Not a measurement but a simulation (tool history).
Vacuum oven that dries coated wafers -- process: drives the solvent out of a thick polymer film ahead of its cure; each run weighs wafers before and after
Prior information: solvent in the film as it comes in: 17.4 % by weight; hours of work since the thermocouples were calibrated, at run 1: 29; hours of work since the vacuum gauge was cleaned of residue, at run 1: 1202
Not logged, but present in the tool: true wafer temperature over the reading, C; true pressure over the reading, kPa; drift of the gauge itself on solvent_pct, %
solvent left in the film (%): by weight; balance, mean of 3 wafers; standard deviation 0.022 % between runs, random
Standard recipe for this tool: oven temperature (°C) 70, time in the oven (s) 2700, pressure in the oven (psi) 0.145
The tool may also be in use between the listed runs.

run     day  oven temperature (°C)  time in the oven (s)  pressure in the oven (psi)  hours of work since the thermocouples were calibrated  hours of work since the vacuum gauge was cleaned of residue  solvent left in the film (%)
  1   0.000                     70                  2700                       0.145                                                     29                                                         1202                          1.67
  2   2.917                     70                  2700                       0.145                                                     67                                                         1239                          1.67
      5.512  -- vacuum gauge cleaned of residue and calibrated
  3   5.512                     77                  2700                       0.145                                                     99                                                            0                          0.63
  4   8.917                     77                  2700                       0.145                                                    142                                                           43                          0.63
  5  12.375                     70                  2700                       0.145                                                    186                                                           87                          1.62
  6  16.738                     70                  2700                       0.145                                                    242                                                          143                          1.65
     17.162  -- vacuum gauge cleaned of residue and calibrated, once more
  7  19.267                     70                  2700                       0.155                                                    273                                                           27                          1.47
  8  22.650                     70                  2700                       0.155                                                    316                                                           70                          1.52
  9  25.100                     70                  2700                       0.155                                                    348                                                          101                          1.46
 10  28.275                     67                  2160                       0.081                                                    388                                                          142                          2.97
 11  32.292                     67                  2160                       0.081                                                    439                                                          193                          2.94
 12  34.496                     76                  4440                       0.081                                                    467                                                          221                          0.17
 13  36.942                     59                  2040                       0.199                                                    498                                                          252                          6.39
 14  40.983                     59                  2940                       0.199                                                    550                                                          303                          4.55
 15  44.433                     77                  1800                       0.206                                                    594                                                          347                          1.13
 16  46.442                     65                  1320                       0.186                                                    619                                                          373                          6.14
 17  48.946                     65                  1320                       0.186                                                    651                                                          405                          6.08
 18  52.129                     65                  2580                       0.145                                                    692                                                          445                          2.81

What if the next run were any one of these 5? Each begins from the tool's condition after run 18:
  A  54.275                     58                  1620                       0.297                                                    719                                                          473                             ?
  B  54.275                     81                  4620                       0.074                                                    719                                                          473                             ?
  C  54.275                     70                  2700                       0.128                                                    719                                                          473                             ?
  D  54.275                     70                  1500                       0.479                                                    719                                                          473                             ?
  E  54.275                     70                  2700                       0.131                                                    719                                                          473                             ?

run  solvent left in the film (%)
  A                          7.92
  B                          0.15
  C                          1.30
  D                          4.02
  E                          1.28
With no hidden state in the tool, these same runs would have given:
run  solvent left in the film (%)
  A                          8.44
  B                          0.13
  C                          1.59
  D                          4.54
  E                          1.57

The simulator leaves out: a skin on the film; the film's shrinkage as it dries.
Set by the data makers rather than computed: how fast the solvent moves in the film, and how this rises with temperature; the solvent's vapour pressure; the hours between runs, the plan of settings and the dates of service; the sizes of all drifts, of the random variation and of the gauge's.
